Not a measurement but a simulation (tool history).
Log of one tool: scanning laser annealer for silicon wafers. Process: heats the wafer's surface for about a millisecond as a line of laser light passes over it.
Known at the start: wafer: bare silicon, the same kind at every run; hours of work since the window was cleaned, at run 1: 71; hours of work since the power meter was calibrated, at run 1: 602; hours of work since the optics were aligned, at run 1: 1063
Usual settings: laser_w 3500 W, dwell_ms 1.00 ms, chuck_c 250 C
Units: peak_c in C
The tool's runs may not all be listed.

run	hour	laser_w	dwell_ms	chuck_c	hours of work since the window was cleaned	hours of work since the power meter was calibrated	hours of work since the optics were aligned	peak_c
1	0.0	3500	1.00	250	71	602	1063	1024
2	64.1	3500	1.00	250	117	648	1109	1015
3	157.0	3500	1.00	250	184	714	1175	1009
4	223.7	3500	1.00	213	232	762	1223	969
5	313.7	3321	1.00	250	296	826	1287	954
6	357.0	3321	1.00	250	327	857	1318	949
7	421.1	3500	0.88	250	373	903	1364	939
# hour 470.0: window over the wafer cleaned
8	470.0	3658	1.00	250	0	937	1398	1069
# hour 500.5: optics aligned, line set to its width
9	534.8	3500	1.00	250	43	980	25	1021
10	618.1	3500	1.00	250	102	1039	84	1013
11	684.2	3500	1.00	250	150	1087	131	1004
# hour 704.7: optics aligned, line set to its width, once more
12	755.0	3500	1.00	250	197	1134	36	1015
13	806.2	3500	1.00	250	233	1170	73	1006
14	885.7	3563	1.00	250	290	1227	130	1018
15	928.0	3500	1.00	282	321	1257	160	1032
16	998.2	3652	0.76	273	371	1308	210	948
# hour 1051.0: window over the wafer cleaned
17	1093.4	3652	0.76	272	30	1374	277	981
18	1180.8	3842	0.76	287	93	1437	339	1030
19	1230.7	3500	1.00	287	129	1473	375	1055
20	1273.5	3500	1.00	287	159	1503	406	1049
21	1364.4	3642	0.72	280	224	1568	471	941
22	1455.0	3731	0.97	257	289	1633	536	1048
23	1520.7	3801	1.07	214	336	1680	583	1065
24	1570.4	3570	0.95	248	372	1716	618	987
# hour 1624.5: window over the wafer cleaned
25	1637.4	3500	1.03	250	9	1762	665	1041
26	1726.7	3500	1.03	250	73	1826	729	1035
27	1777.2	3663	1.03	238	109	1862	765	1060
28	1861.4	3087	1.03	260	170	1923	825	925
29	1902.3	3087	1.03	260	199	1952	854	923

Forecast each of these 4 alternatives for the next run:
A	1963.7	3824	0.91	266	243	1996	898	?
B	1963.7	3730	1.18	260	243	1996	898	?
C	1963.7	3208	1.01	288	243	1996	898	?
D	1963.7	3087	1.03	213	243	1996	898	?

run	peak_c
A	1062
B	1147
C	970
D	871
Without the tool's hidden state the same runs would have given:
run	peak_c
A	1101
B	1191
C	1003
D	903

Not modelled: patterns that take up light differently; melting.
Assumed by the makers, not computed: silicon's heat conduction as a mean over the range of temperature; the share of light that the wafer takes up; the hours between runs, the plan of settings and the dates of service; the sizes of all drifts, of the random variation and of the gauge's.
